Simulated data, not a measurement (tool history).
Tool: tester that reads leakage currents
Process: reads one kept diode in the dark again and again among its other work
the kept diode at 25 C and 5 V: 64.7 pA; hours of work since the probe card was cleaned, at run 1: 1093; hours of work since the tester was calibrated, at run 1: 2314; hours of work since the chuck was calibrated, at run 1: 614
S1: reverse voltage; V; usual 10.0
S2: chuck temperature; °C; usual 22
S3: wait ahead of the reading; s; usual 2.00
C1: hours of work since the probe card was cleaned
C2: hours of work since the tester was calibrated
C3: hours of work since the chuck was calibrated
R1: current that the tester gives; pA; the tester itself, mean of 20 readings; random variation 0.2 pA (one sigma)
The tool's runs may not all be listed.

{"run": 1, "hour": 0.0, "S1": 10.0, "S2": 22, "S3": 2.0, "C1": 1093, "C2": 2314, "C3": 614, "R1": 73.64}
{"run": 2, "hour": 169.1, "S1": 10.0, "S2": 50, "S3": 2.0, "C1": 1187, "C2": 2409, "C3": 709, "R1": 755.68}
{"run": 3, "hour": 330.5, "S1": 10.0, "S2": 50, "S3": 2.0, "C1": 1278, "C2": 2500, "C3": 799, "R1": 764.88}
{"run": 4, "hour": 497.4, "S1": 10.0, "S2": 50, "S3": 2.0, "C1": 1371, "C2": 2593, "C3": 893, "R1": 772.71}
{"run": 5, "hour": 722.0, "S1": 10.0, "S2": 50, "S3": 2.0, "C1": 1497, "C2": 2719, "C3": 1019, "R1": 784.76}
{"run": 6, "hour": 918.3, "S1": 10.0, "S2": 22, "S3": 2.0, "C1": 1607, "C2": 2829, "C3": 1129, "R1": 80.34}
{"run": 7, "hour": 1056.6, "S1": 10.0, "S2": 22, "S3": 2.0, "C1": 1685, "C2": 2906, "C3": 1206, "R1": 80.97}
{"run": 8, "hour": 1242.7, "S1": 10.0, "S2": 22, "S3": 2.0, "C1": 1789, "C2": 3011, "C3": 1311, "R1": 82.86}
{"run": 9, "hour": 1418.6, "S1": 10.0, "S2": 22, "S3": 2.1, "C1": 1887, "C2": 3109, "C3": 1409, "R1": 83.98}
{"run": 10, "hour": 1583.9, "S1": 9.5, "S2": 33, "S3": 7.84, "C1": 1980, "C2": 3202, "C3": 1502, "R1": 209.86}
{"run": 11, "hour": 1695.4, "S1": 6.5, "S2": 59, "S3": 2.61, "C1": 2043, "C2": 3264, "C3": 1564, "R1": 1391.62}
{"run": 12, "hour": 1852.7, "S1": 14.2, "S2": 39, "S3": 2.26, "C1": 2131, "C2": 3352, "C3": 1652, "R1": 405.22}

Forecast run 13:
{"hour": 2038.1, "done": "probe card cleaned and baked"}
{"hour": 2040.1, "done": "chuck's temperature calibrated"}
{"run": 13, "hour": 2053.3, "S1": 8.8, "S2": 32, "S3": 2.0, "C1": 7, "C2": 3462, "C3": 7, "R1": "?"}

Run 13 gave R1 152.95 pA.
Without the tool's hidden state the same run would have given R1 149.42 pA.
